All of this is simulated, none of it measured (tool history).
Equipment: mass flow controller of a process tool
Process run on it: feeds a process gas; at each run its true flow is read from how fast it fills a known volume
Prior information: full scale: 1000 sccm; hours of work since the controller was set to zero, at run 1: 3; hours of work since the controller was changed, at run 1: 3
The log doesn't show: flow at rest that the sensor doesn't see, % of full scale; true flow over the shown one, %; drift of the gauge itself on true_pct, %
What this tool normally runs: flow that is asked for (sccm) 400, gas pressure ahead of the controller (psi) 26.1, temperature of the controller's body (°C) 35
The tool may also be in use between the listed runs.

run	day	flow that is asked for (sccm)	gas pressure ahead of the controller (psi)	temperature of the controller's body (°C)	hours of work since the controller was set to zero	hours of work since the controller was changed	true flow (%)
1	0	400	26.1	35	3	3	100.36
2	2.662	400	26.1	35	38	38	100.47
3	5.688	400	26.1	35	78	78	100.36
4	8.796	400	26.1	35	118	118	100.63
5	10.496	400	26.1	35	141	141	100.66
6	13.754	644	26.1	35	183	183	100.84
7	17.108	644	26.1	35	227	227	101
8	19.704	644	26.1	35	261	261	100.99
9	21.817	400	28.1	35	289	289	100.64
10	23.712	400	26.1	29	314	314	100.48
11	25.488	400	26.1	32	337	337	100.72
12	28.667	400	26.1	32	379	379	100.73
13	31.942	400	26.1	32	422	422	100.7
14	34.129	400	26.1	35	451	451	101.07
15	35.712	400	26.1	35	471	471	101.02
16	38.896	400	26.1	35	513	513	101.17
17	42.321	197	26.1	35	558	558	101.08
18	44.975	400	28.6	35	593	593	101.34
19	48.15	400	28.6	35	635	635	101.24
20	49.638	400	26.1	35	654	654	101.47
21	51.325	400	26.1	35	676	676	101.48
22	53.075	400	26.1	35	699	699	101.63
23	55.846	400	26.1	22	736	736	100.71
24	58.838	400	26.1	22	775	775	100.74
25	61.138	400	26.1	32	805	805	101.65
26	64.562	745	26.1	21	850	850	101.12
27	66.425	745	26.1	21	874	874	101.34
28	68.396	745	26.1	29	900	900	101.88
29	71.704	400	23.2	37	944	944	102.41
30	73.388	400	25.8	21	966	966	101
31	75.654	400	25.8	21	995	995	101.2
32	78.229	400	33.9	30	1029	1029	101.47
33	80.312	301	23.6	27	1057	1057	101.65
34	82.238	145	22.9	34	1082	1082	102.15
# day 84.108: gauge calibrated
35	84.108	145	22.9	34	1106	1106	100.22
36	86.458	472	22.6	23	1137	1137	99.75
37	88.692	472	22.6	28	1166	1166	100.18
38	90.162	248	28.1	24	1186	1186	99.51
39	93.308	248	28.1	24	1227	1227	99.66
40	94.904	633	30.2	27	1248	1248	99.92
41	96.971	358	31.5	27	1275	1275	99.7
42	100.312	358	21	28	1319	1319	100.5
43	102.358	358	21	28	1346	1346	100.47
44	104.988	198	23.5	26	1380	1380	99.99
45	107.729	198	38.9	37	1416	1416	100.32
46	109.971	357	32.2	27	1446	1446	100.05
47	112.262	357	32.2	31	1476	1476	100.4

Forecast each of these 4 alternatives for the next run:
A	114.804	212	39.5	31	1509	1509	?
B	114.804	610	26.1	22	1509	1509	?
C	114.804	835	28.7	35	1509	1509	?
D	114.804	400	40.6	23	1509	1509	?

run	true flow (%)
A	99.98
B	100.22
C	101.21
D	99.54
Stripped of hidden state, with their random variation kept, the same runs would have yielded:
run	true flow (%)
A	99.27
B	99.51
C	100.5
D	98.83
